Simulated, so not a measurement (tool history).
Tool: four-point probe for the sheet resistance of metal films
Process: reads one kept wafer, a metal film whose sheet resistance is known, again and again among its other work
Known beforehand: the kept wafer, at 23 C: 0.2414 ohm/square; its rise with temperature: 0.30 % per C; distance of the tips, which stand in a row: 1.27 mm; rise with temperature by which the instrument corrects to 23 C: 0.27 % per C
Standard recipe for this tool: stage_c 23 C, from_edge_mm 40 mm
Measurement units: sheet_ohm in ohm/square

Run 1, hour 0: usual settings. Result: sheet_ohm 0.240499 ohm/square.
Run 2, hour 39.8: usual settings. Result: sheet_ohm 0.240465 ohm/square.
Run 3, hour 109.9: usual settings. Result: sheet_ohm 0.240453 ohm/square.
Run 4, hour 181.7: usual settings but stage_c 34 C. Result: sheet_ohm 0.241018 ohm/square.
Run 5, hour 271.3: usual settings but stage_c 34 C. Result: sheet_ohm 0.241092 ohm/square.
Run 6, hour 341.1: usual settings. Result: sheet_ohm 0.240342 ohm/square.
Run 7, hour 411.5: usual settings. Result: sheet_ohm 0.240398 ohm/square.
Run 8, hour 450.3: usual settings but from_edge_mm 56 mm. Result: sheet_ohm 0.240339 ohm/square.
Run 9, hour 518.8: usual settings but from_edge_mm 56 mm. Result: sheet_ohm 0.24026 ohm/square.
Run 10, hour 610.3: usual settings but from_edge_mm 31 mm. Result: sheet_ohm 0.240263 ohm/square.
Run 11, hour 672.1: usual settings. Result: sheet_ohm 0.240333 ohm/square.
Run 12, hour 730.5: usual settings. Result: sheet_ohm 0.240283 ohm/square.
Run 13, hour 779.2: usual settings. Result: sheet_ohm 0.240283 ohm/square.
Run 14, hour 833.4: usual settings. Result: sheet_ohm 0.240321 ohm/square.
Run 15, hour 917.7: usual settings. Result: sheet_ohm 0.240199 ohm/square.
At hour 957.5: stage's thermometer calibrated.
Run 16, hour 1002.3: usual settings but from_edge_mm 73 mm. Result: sheet_ohm 0.240143 ohm/square.
Run 17, hour 1065.8: usual settings but stage_c 20 C. Result: sheet_ohm 0.240096 ohm/square.
Run 18, hour 1160.3: usual settings but stage_c 20 C. Result: sheet_ohm 0.24004 ohm/square.
Run 19, hour 1207.6: usual settings but stage_c 20 C. Result: sheet_ohm 0.240048 ohm/square.
Run 20, hour 1257.3: usual settings but stage_c 35 C, from_edge_mm 7 mm. Result: sheet_ohm 0.245033 ohm/square.
Run 21, hour 1338.5: usual settings but stage_c 35 C, from_edge_mm 48 mm. Result: sheet_ohm 0.240916 ohm/square.
At hour 1394.3: stage's thermometer calibrated, once more.
Run 22, hour 1422.5: usual settings but stage_c 35 C, from_edge_mm 48 mm. Result: sheet_ohm 0.240675 ohm/square.
Run 23, hour 1483.9: usual settings but stage_c 34 C, from_edge_mm 34 mm. Result: sheet_ohm 0.240767 ohm/square.
Run 24, hour 1549.1: usual settings but stage_c 27 C, from_edge_mm 49 mm. Result: sheet_ohm 0.240187 ohm/square.
Run 25, hour 1593.5: usual settings but stage_c 27 C, from_edge_mm 49 mm. Result: sheet_ohm 0.240098 ohm/square.
Run 26, hour 1662.4: usual settings but stage_c 27 C, from_edge_mm 49 mm. Result: sheet_ohm 0.240193 ohm/square.
Run 27, hour 1706.9: usual settings but stage_c 33 C, from_edge_mm 9 mm. Result: sheet_ohm 0.243051 ohm/square.
Run 28, hour 1751.6: usual settings but from_edge_mm 33 mm. Result: sheet_ohm 0.240008 ohm/square.
Run 29, hour 1839: usual settings but from_edge_mm 33 mm. Result: sheet_ohm 0.239898 ohm/square.
Run 30, hour 1889.7: usual settings but from_edge_mm 33 mm. Result: sheet_ohm 0.239968 ohm/square.
Run 31, hour 1964.6: usual settings but stage_c 20 C, from_edge_mm 8 mm. Result: sheet_ohm 0.242767 ohm/square.
Run 32, hour 2046.1: usual settings but stage_c 24 C, from_edge_mm 34 mm. Result: sheet_ohm 0.239906 ohm/square.
Run 33, hour 2110.6: usual settings but stage_c 25 C, from_edge_mm 16 mm. Result: sheet_ohm 0.240606 ohm/square.
Run 34, hour 2150.2: usual settings but stage_c 31 C, from_edge_mm 4 mm. Result: sheet_ohm 0.252591 ohm/square.
Run 35, hour 2193.3: usual settings but stage_c 29 C, from_edge_mm 4 mm. Result: sheet_ohm 0.2523 ohm/square.
Run 36, hour 2270: usual settings but stage_c 29 C, from_edge_mm 4 mm. Result: sheet_ohm 0.252347 ohm/square.
Run 37, hour 2352.9: usual settings but stage_c 19 C, from_edge_mm 15 mm. Result: sheet_ohm 0.240288 ohm/square.

Each row is a separate what-if for the run after 37, all from the same tool condition, not one after another. Results?
Run A, hour 2407.2: usual settings but from_edge_mm 19 mm. Result: sheet_ohm ?.
Run B, hour 2407.2: usual settings but stage_c 28 C, from_edge_mm 17 mm. Result: sheet_ohm ?.
Run C, hour 2407.2: usual settings but stage_c 25 C, from_edge_mm 15 mm. Result: sheet_ohm ?.

run  sheet_ohm
  A    0.24018
  B   0.240683
  C   0.240675
What these runs would have given with no unlogged condition in the tool:
run  sheet_ohm
  A   0.241935
  B   0.242442
  C   0.242433

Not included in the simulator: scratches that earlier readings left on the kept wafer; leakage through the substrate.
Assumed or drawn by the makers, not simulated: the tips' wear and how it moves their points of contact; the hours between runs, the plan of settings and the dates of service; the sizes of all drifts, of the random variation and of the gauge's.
